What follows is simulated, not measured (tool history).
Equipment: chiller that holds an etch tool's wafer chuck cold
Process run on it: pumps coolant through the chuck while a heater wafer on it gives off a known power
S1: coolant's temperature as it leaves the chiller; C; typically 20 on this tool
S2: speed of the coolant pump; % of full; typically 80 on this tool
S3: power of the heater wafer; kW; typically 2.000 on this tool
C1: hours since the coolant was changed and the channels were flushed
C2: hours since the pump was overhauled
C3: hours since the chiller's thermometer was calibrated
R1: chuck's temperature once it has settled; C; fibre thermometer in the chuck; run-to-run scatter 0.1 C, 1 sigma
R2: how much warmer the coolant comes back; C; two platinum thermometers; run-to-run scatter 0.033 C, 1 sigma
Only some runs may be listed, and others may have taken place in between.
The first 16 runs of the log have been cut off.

{"run": 17, "hour": 697.9, "S1": 15, "S2": 60, "S3": 2.02, "C1": 2465, "C2": 2811, "C3": 330, "R1": 35.8, "R2": 6.62}
{"run": 18, "hour": 750.5, "S1": 15, "S2": 60, "S3": 2.02, "C1": 2518, "C2": 2864, "C3": 382, "R1": 35.9, "R2": 6.54}
{"run": 19, "hour": 783.6, "S1": 15, "S2": 60, "S3": 2.02, "C1": 2551, "C2": 2897, "C3": 415, "R1": 35.9, "R2": 6.56}
{"run": 20, "hour": 835.7, "S1": 15, "S2": 60, "S3": 2.02, "C1": 2603, "C2": 2949, "C3": 467, "R1": 35.9, "R2": 6.63}
{"run": 21, "hour": 872.4, "S1": 15, "S2": 80, "S3": 2.0, "C1": 2640, "C2": 2986, "C3": 504, "R1": 30.8, "R2": 4.66}
{"run": 22, "hour": 920.2, "S1": 20, "S2": 62, "S3": 1.602, "C1": 2688, "C2": 3034, "C3": 552, "R1": 36.2, "R2": 5.08}
{"run": 23, "hour": 948.4, "S1": 17, "S2": 80, "S3": 1.87, "C1": 2716, "C2": 3062, "C3": 580, "R1": 32.0, "R2": 4.51}
{"run": 24, "hour": 990.1, "S1": 17, "S2": 80, "S3": 1.87, "C1": 2757, "C2": 3104, "C3": 622, "R1": 31.7, "R2": 4.43}
{"run": 25, "hour": 1038.3, "S1": 18, "S2": 80, "S3": 1.319, "C1": 2806, "C2": 3152, "C3": 670, "R1": 28.6, "R2": 3.11}

Run 26, settings as shown, results not yet in. Your forecast:
{"run": 26, "hour": 1089.5, "S1": 20, "S2": 84, "S3": 2.477, "C1": 2857, "C2": 3203, "C3": 721, "R1": "?", "R2": "?"}

{"run 26": {"R1": 39.0, "R2": 5.62}}
The same run, on a tool lacking any hidden state, would have yielded R1 37.2 C, R2 5.19 C.
